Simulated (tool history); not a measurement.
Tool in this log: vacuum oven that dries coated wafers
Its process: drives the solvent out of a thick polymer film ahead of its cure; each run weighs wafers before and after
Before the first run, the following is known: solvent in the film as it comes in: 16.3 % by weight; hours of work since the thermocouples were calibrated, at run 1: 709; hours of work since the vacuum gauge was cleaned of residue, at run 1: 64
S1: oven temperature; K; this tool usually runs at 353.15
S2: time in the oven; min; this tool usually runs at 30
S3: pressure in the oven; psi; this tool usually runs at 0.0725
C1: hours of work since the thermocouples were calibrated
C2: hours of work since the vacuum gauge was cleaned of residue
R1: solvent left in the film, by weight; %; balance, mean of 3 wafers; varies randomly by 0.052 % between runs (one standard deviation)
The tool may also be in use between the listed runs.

run,hour,S1,S2,S3,C1,C2,R1
1,0,353.15,30,0.0725,709,64,1.46
2,14,353.15,30,0.0725,719,73,1.45
3,29.6,353.15,30,0.0725,729,84,1.51
4,41.6,353.15,30,0.0725,737,92,1.62
5,70.7,363.15,30,0.0725,757,111,0.69
6,96.2,353.15,30,0.0725,774,129,1.53
7,112.4,353.15,30,0.047,785,140,1.21
8,131.6,353.15,30,0.047,798,153,1.18
9,156.9,353.15,30,0.0725,815,170,1.48
10,181.9,347.15,30,0.0725,832,187,2.81
11,197.7,347.15,19,0.0725,843,197,4.57
12,220.6,347.15,19,0.0725,859,213,4.57
13,233.4,347.15,19,0.0725,867,221,4.55
# hour 239.6: oven's thermocouples calibrated
14,250.4,347.15,19,0.0725,7,232,4.77
15,269.8,347.15,19,0.0725,20,245,4.56
16,293,353.15,30,0.0725,36,260,1.7
17,312.2,353.15,30,0.0725,49,273,1.64
18,338,353.15,30,0.0725,67,291,1.61
19,356.9,353.15,30,0.0725,79,304,1.64
20,377.4,353.15,30,0.1127,93,317,2
21,398.9,353.15,30,0.0725,108,332,1.67
22,412,353.15,30,0.0725,117,341,1.68
23,432.2,353.15,38,0.0725,130,355,1.28
24,451.3,353.15,38,0.0725,143,367,1.38
25,479.8,365.15,17,0.25,162,387,2.29
26,495.8,365.15,17,0.25,173,398,2.42
27,522,363.15,34,0.0904,191,415,0.84
28,543.6,340.15,25,0.1791,206,430,7.81
29,559.4,343.15,25,0.076,216,441,5.06
30,587.8,353.15,17,0.1697,235,460,4.29
# hour 590.8: vacuum gauge cleaned of residue and calibrated
31,610.4,366.15,30,0.1168,250,13,1.19
32,633,356.15,30,0.0368,265,29,1.02
33,662.5,356.15,30,0.0368,285,48,0.93
34,681.1,341.15,28,0.1868,298,61,7.2
35,709.6,353.15,18,0.2041,317,80,4.41
36,728.3,357.15,18,0.2042,329,93,3.39
37,752.5,365.15,39,0.0947,346,109,1.04
# hour 768: vacuum gauge cleaned of residue and calibrated, once more
38,768,343.15,30,0.0621,355,0,3.84
39,787.2,361.15,30,0.2412,368,13,2.2
40,812.8,368.15,45,0.1537,386,30,1.08
41,839.4,368.15,45,0.1537,404,48,1.17
42,862.4,338.15,30,0.0725,419,64,5.89
43,885.7,338.15,30,0.0725,435,80,5.76
44,905.3,353.15,51,0.0458,448,93,0.77
45,922.8,353.15,30,0.1884,460,105,2.9
46,937.5,358.15,45,0.0786,470,115,0.81
47,959.5,341.15,30,0.2847,485,129,8.23
48,989.3,350.15,30,0.0725,505,150,2.04

Same runs, no hidden state in the tool, same run-to-run variation:
Hidden conditions of the tool in this case: true wafer temperature over the reading, C; true pressure over the reading, kPa; drift of the gauge itself on solvent_pct, %.
run,R1
1,1.54
2,1.53
3,1.59
4,1.7
5,0.68
6,1.59
7,1.27
8,1.23
9,1.53
10,2.95
11,4.78
12,4.78
13,4.75
14,4.85
15,4.63
16,1.66
17,1.6
18,1.56
19,1.59
20,1.95
21,1.6
22,1.61
23,1.17
24,1.26
25,2.26
26,2.38
27,0.72
28,7.83
29,5.07
30,4.33
31,1.02
32,0.81
33,0.71
34,7.11
35,4.37
36,3.32
37,0.83
38,4.14
39,2.28
40,1.1
41,1.19
42,6.21
43,6.06
44,0.76
45,3.04
46,0.8
47,8.57
48,2.18
